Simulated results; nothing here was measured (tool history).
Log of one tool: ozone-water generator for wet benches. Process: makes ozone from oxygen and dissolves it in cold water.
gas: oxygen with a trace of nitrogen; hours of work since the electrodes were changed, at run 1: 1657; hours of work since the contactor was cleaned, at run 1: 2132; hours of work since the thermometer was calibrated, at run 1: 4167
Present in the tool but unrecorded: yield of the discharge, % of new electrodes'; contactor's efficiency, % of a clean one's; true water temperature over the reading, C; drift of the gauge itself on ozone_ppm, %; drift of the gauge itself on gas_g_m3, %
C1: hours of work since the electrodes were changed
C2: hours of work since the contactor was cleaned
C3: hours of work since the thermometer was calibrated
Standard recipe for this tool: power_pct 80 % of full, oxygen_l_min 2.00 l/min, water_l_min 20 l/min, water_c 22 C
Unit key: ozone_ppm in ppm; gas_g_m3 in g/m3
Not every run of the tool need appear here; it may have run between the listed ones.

run 1 hour=0.0 | power_pct=80 oxygen_l_min=2.00 water_l_min=20 water_c=22 | C1=1657 C2=2132 C3=4167 | ozone_ppm=10.8 gas_g_m3=178.9
run 2 hour=37.4 | power_pct=80 oxygen_l_min=2.00 water_l_min=20 water_c=22 | C1=1688 C2=2163 C3=4198 | ozone_ppm=10.8 gas_g_m3=178.5
run 3 hour=79.8 | power_pct=80 oxygen_l_min=2.00 water_l_min=16 water_c=22 | C1=1723 C2=2198 C3=4233 | ozone_ppm=13.5 gas_g_m3=177.8
run 4 hour=128.6 | power_pct=80 oxygen_l_min=2.00 water_l_min=16 water_c=22 | C1=1764 C2=2239 C3=4274 | ozone_ppm=13.4 gas_g_m3=177.6
run 5 hour=159.6 | power_pct=85 oxygen_l_min=2.00 water_l_min=20 water_c=22 | C1=1789 C2=2264 C3=4300 | ozone_ppm=11.5 gas_g_m3=186.2
run 6 hour=183.4 | power_pct=85 oxygen_l_min=2.00 water_l_min=20 water_c=22 | C1=1809 C2=2284 C3=4320 | ozone_ppm=11.1 gas_g_m3=187.4
run 7 hour=229.7 | power_pct=85 oxygen_l_min=2.00 water_l_min=20 water_c=22 | C1=1848 C2=2323 C3=4358 | ozone_ppm=11.1 gas_g_m3=185.2
run 8 hour=259.6 | power_pct=85 oxygen_l_min=2.00 water_l_min=20 water_c=22 | C1=1873 C2=2348 C3=4383 | ozone_ppm=11.4 gas_g_m3=186.5
-- hour=268.4 contactor cleaned
run 9 hour=293.9 | power_pct=56 oxygen_l_min=2.00 water_l_min=20 water_c=22 | C1=1898 C2=21 C3=4408 | ozone_ppm=8.2 gas_g_m3=132.4
run 10 hour=327.4 | power_pct=56 oxygen_l_min=2.00 water_l_min=14 water_c=22 | C1=1926 C2=49 C3=4436 | ozone_ppm=11.1 gas_g_m3=131.7
run 11 hour=350.5 | power_pct=56 oxygen_l_min=2.00 water_l_min=14 water_c=22 | C1=1945 C2=68 C3=4455 | ozone_ppm=11.1 gas_g_m3=132.0
run 12 hour=391.7 | power_pct=54 oxygen_l_min=2.27 water_l_min=20 water_c=22 | C1=1979 C2=103 C3=4490 | ozone_ppm=8.0 gas_g_m3=118.2
run 13 hour=438.8 | power_pct=54 oxygen_l_min=2.27 water_l_min=20 water_c=22 | C1=2018 C2=142 C3=4529 | ozone_ppm=8.0 gas_g_m3=120.0
run 14 hour=462.8 | power_pct=58 oxygen_l_min=2.27 water_l_min=20 water_c=17 | C1=2038 C2=162 C3=4549 | ozone_ppm=8.8 gas_g_m3=125.9

Predict the results of run 15:
run 15 hour=511.7 | power_pct=61 oxygen_l_min=1.60 water_l_min=20 water_c=29 | C1=2079 C2=202 C3=4589 | ozone_ppm=? gas_g_m3=?

ozone_ppm: 7.9 ppm
gas_g_m3: 160.1 g/m3
Had the tool carried no hidden state, the very same run would have given ozone_ppm 8.6 ppm, gas_g_m3 171.7 g/m3.
